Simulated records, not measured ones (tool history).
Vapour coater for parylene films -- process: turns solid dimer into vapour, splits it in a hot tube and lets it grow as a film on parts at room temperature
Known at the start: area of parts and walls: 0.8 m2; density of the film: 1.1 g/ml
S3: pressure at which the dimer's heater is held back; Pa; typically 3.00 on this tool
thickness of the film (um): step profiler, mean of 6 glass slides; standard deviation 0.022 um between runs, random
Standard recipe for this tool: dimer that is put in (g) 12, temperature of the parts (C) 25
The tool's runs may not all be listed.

Run 1, hour 0.0: usual settings. Result: thickness of the film (um) 9.32.
Run 2, hour 13.0: usual settings but dimer that is put in (g) 13. Result: thickness of the film (um) 10.11.
Run 3, hour 23.7: usual settings. Result: thickness of the film (um) 9.34.
Run 4, hour 33.8: usual settings. Result: thickness of the film (um) 9.35.
Run 5, hour 50.3: usual settings. Result: thickness of the film (um) 9.36.
Run 6, hour 58.1: usual settings. Result: thickness of the film (um) 9.33.
Run 7, hour 67.2: usual settings but S3 4.12 Pa. Result: thickness of the film (um) 9.16.
Run 8, hour 77.3: usual settings but S3 4.12 Pa. Result: thickness of the film (um) 9.12.
Run 9, hour 92.0: usual settings. Result: thickness of the film (um) 9.27.
Run 10, hour 106.6: usual settings. Result: thickness of the film (um) 9.27.
Run 11, hour 120.5: usual settings but dimer that is put in (g) 7. Result: thickness of the film (um) 5.42.
Run 12, hour 130.9: usual settings but dimer that is put in (g) 7. Result: thickness of the film (um) 5.43.
Run 13, hour 148.6: usual settings but dimer that is put in (g) 10. Result: thickness of the film (um) 7.71.
Run 14, hour 156.5: usual settings but dimer that is put in (g) 10. Result: thickness of the film (um) 7.72.
Run 15, hour 166.1: usual settings but temperature of the parts (C) 24, S3 5.27 Pa. Result: thickness of the film (um) 9.15.
Run 16, hour 182.0: usual settings but temperature of the parts (C) 24, S3 5.27 Pa. Result: thickness of the film (um) 9.17.
At hour 184.5: table's thermometer calibrated.
Run 17, hour 192.2: usual settings but dimer that is put in (g) 8, temperature of the parts (C) 24, S3 2.18 Pa. Result: thickness of the film (um) 6.46.
Run 18, hour 203.2: usual settings but dimer that is put in (g) 8, temperature of the parts (C) 18, S3 2.18 Pa. Result: thickness of the film (um) 7.54.
Run 19, hour 214.0: usual settings but dimer that is put in (g) 8, temperature of the parts (C) 18, S3 2.18 Pa. Result: thickness of the film (um) 7.52.
Run 20, hour 222.6: usual settings but dimer that is put in (g) 8, temperature of the parts (C) 18, S3 2.18 Pa. Result: thickness of the film (um) 7.51.
Run 21, hour 240.0: usual settings but dimer that is put in (g) 8, temperature of the parts (C) 18, S3 2.18 Pa. Result: thickness of the film (um) 7.54.
Run 22, hour 251.3: usual settings but temperature of the parts (C) 24, S3 2.60 Pa. Result: thickness of the film (um) 9.56.
Run 23, hour 259.1: usual settings but temperature of the parts (C) 20, S3 4.13 Pa. Result: thickness of the film (um) 10.22.
At hour 272.7: table's thermometer calibrated, once more.
Run 24, hour 276.2: usual settings but dimer that is put in (g) 15, temperature of the parts (C) 20, S3 7.97 Pa. Result: thickness of the film (um) 12.19.
Run 25, hour 287.3: usual settings but dimer that is put in (g) 9, temperature of the parts (C) 22, S3 7.43 Pa. Result: thickness of the film (um) 7.00.

3 ways to go on from here, each from the tool as it stands after run 25. What would each give?
Run A, hour 303.5: usual settings but dimer that is put in (g) 10, S3 4.86 Pa. Result: thickness of the film (um) ?.
Run B, hour 303.5: usual settings but dimer that is put in (g) 16, temperature of the parts (C) 35, S3 4.22 Pa. Result: thickness of the film (um) ?.
Run C, hour 303.5: usual settings but dimer that is put in (g) 17, temperature of the parts (C) 22, S3 4.76 Pa. Result: thickness of the film (um) ?.

run  thickness of the film (um)
  A                        7.38
  B                        9.27
  C                       13.54
The same runs, with their run-to-run variation unchanged, on a tool lacking any hidden condition would have given:
run  thickness of the film (um)
  A                        7.62
  B                        9.57
  C                       13.98
